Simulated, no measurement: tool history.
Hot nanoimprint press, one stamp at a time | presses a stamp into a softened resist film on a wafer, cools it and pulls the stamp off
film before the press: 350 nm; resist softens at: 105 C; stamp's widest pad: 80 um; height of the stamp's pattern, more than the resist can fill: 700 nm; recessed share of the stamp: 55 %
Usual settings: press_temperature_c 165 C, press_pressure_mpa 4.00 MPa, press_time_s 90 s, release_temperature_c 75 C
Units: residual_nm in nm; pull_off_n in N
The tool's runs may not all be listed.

run  hour  press_temperature_c  press_pressure_mpa  press_time_s  release_temperature_c  residual_nm  pull_off_n
  1   0.0                  165                4.00            90                     75        142.7         145
  2  10.6                  165                4.00            90                     75        142.4         141
     18.3  -- stamp cleaned and given a new release coat
  3  25.0                  161                4.00            90                     75        171.5         144
  4  32.0                  165                6.00            90                     75        118.4         142
  5  36.6                  165                6.00            90                     75        119.0         134
  6  42.9                  165                6.00            90                     75        119.4         140
  7  52.2                  170                4.00            90                     68        110.8         175
  8  56.5                  165                3.43           113                     75        137.9         145
  9  65.8                  165                3.43           113                     75        137.3         142
 10  75.3                  161                3.90            82                     69        180.6         168
 11  80.9                  161                3.90            82                     69        180.9         168

4 ways to go on from here, each from the tool as it stands after run 11. What would each give?
  A  88.3                  166                5.22            90                     71            ?           ?
  B  88.3                  161                2.54            89                     69            ?           ?
  C  88.3                  161                2.82           111                     69            ?           ?
  D  88.3                  165                3.74            75                     75            ?           ?

run  residual_nm  pull_off_n
  A        120.3         153
  B        205.1         163
  C        178.8         163
  D        156.8         140
Without the tool's hidden state the same runs would have given:
run  residual_nm  pull_off_n
  A        120.4         153
  B        205.2         162
  C        179.0         162
  D        156.9         139
